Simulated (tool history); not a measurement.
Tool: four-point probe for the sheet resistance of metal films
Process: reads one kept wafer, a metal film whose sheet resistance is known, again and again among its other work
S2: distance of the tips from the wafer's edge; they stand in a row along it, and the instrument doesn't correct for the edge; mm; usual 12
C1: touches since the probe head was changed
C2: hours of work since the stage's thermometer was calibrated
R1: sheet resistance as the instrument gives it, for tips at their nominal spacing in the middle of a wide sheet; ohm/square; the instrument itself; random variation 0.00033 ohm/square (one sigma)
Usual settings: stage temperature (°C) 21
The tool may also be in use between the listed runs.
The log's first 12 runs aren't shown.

Run 13, hour 401.4: usual settings; C1 74823; C2 1457. Result: R1 1.633309 ohm/square.
Run 14, hour 431.2: usual settings; C1 76426; C2 1479. Result: R1 1.632798 ohm/square.
Run 15, hour 455.1: usual settings; C1 77707; C2 1497. Result: R1 1.633216 ohm/square.
Run 16, hour 497.4: usual settings; C1 79979; C2 1529. Result: R1 1.632273 ohm/square.
Run 17, hour 534.9: usual settings; C1 81999; C2 1557. Result: R1 1.631544 ohm/square.
Run 18, hour 571: usual settings; C1 83936; C2 1583. Result: R1 1.63077 ohm/square.
Run 19, hour 591.4: usual settings but stage temperature (°C) 33; C1 85036; C2 1599. Result: R1 1.613244 ohm/square.
Run 20, hour 628: usual settings but stage temperature (°C) 33; C1 87002; C2 1626. Result: R1 1.612415 ohm/square.
Run 21, hour 652.2: usual settings but stage temperature (°C) 33; C1 88301; C2 1644. Result: R1 1.611975 ohm/square.
Run 22, hour 683.3: usual settings but stage temperature (°C) 33; C1 89976; C2 1667. Result: R1 1.612414 ohm/square.
Run 23, hour 725.8: usual settings but stage temperature (°C) 33, S2 46 mm; C1 92257; C2 1698. Result: R1 1.610684 ohm/square.
Run 24, hour 745.3: usual settings but stage temperature (°C) 22, S2 3 mm; C1 93307; C2 1713. Result: R1 1.649919 ohm/square.
Run 25, hour 789.1: usual settings but stage temperature (°C) 19, S2 5 mm; C1 95661; C2 1746. Result: R1 1.638784 ohm/square.
Run 26, hour 808.2: usual settings but stage temperature (°C) 33, S2 22 mm; C1 96685; C2 1760. Result: R1 1.609316 ohm/square.
Run 27, hour 829.8: usual settings but stage temperature (°C) 19, S2 19 mm; C1 97847; C2 1776. Result: R1 1.629578 ohm/square.
Run 28, hour 868.5: usual settings but stage temperature (°C) 19, S2 19 mm; C1 99926; C2 1805. Result: R1 1.629175 ohm/square.
Run 29, hour 898.5: usual settings but stage temperature (°C) 19, S2 19 mm; C1 101539; C2 1827. Result: R1 1.629215 ohm/square.
Run 30, hour 933.9: usual settings but stage temperature (°C) 31, S2 7 mm; C1 103442; C2 1853. Result: R1 1.614304 ohm/square.
Run 31, hour 955.7: usual settings but stage temperature (°C) 34; C1 104614; C2 1869. Result: R1 1.607715 ohm/square.
At hour 960: new probe head fitted.
Run 32, hour 977.9: usual settings but stage temperature (°C) 30; C1 966; C2 1885. Result: R1 1.646926 ohm/square.
Run 33, hour 1016.6: usual settings but stage temperature (°C) 20, S2 10 mm; C1 3040; C2 1914. Result: R1 1.662377 ohm/square.
Run 34, hour 1036.3: usual settings but stage temperature (°C) 28, S2 10 mm; C1 4104; C2 1929. Result: R1 1.649705 ohm/square.
Run 35, hour 1070.6: usual settings but stage temperature (°C) 31, S2 24 mm; C1 5945; C2 1954. Result: R1 1.642797 ohm/square.
Run 36, hour 1097: usual settings but S2 17 mm; C1 7362; C2 1974. Result: R1 1.657752 ohm/square.
Run 37, hour 1118.8: usual settings but stage temperature (°C) 32, S2 15 mm; C1 8538; C2 1990. Result: R1 1.641611 ohm/square.

Forecast each of these 5 alternatives for the next run:
Run A, hour 1147.8: usual settings but stage temperature (°C) 32, S2 44 mm; C1 10094; C2 2012. Result: R1 ?.
Run B, hour 1147.8: usual settings but stage temperature (°C) 20, S2 18 mm; C1 10094; C2 2012. Result: R1 ?.
Run C, hour 1147.8: usual settings but stage temperature (°C) 19, S2 8 mm; C1 10094; C2 2012. Result: R1 ?.
Run D, hour 1147.8: usual settings but stage temperature (°C) 24, S2 7 mm; C1 10094; C2 2012. Result: R1 ?.
Run E, hour 1147.8: usual settings but stage temperature (°C) 19, S2 22 mm; C1 10094; C2 2012. Result: R1 ?.

run        R1
  A  1.640497
  B  1.658761
  C   1.66314
  D  1.656476
  E  1.659901
Without the tool's hidden state the same runs would have given:
run        R1
  A  1.637927
  B  1.656202
  C  1.660578
  D  1.653908
  E  1.657344
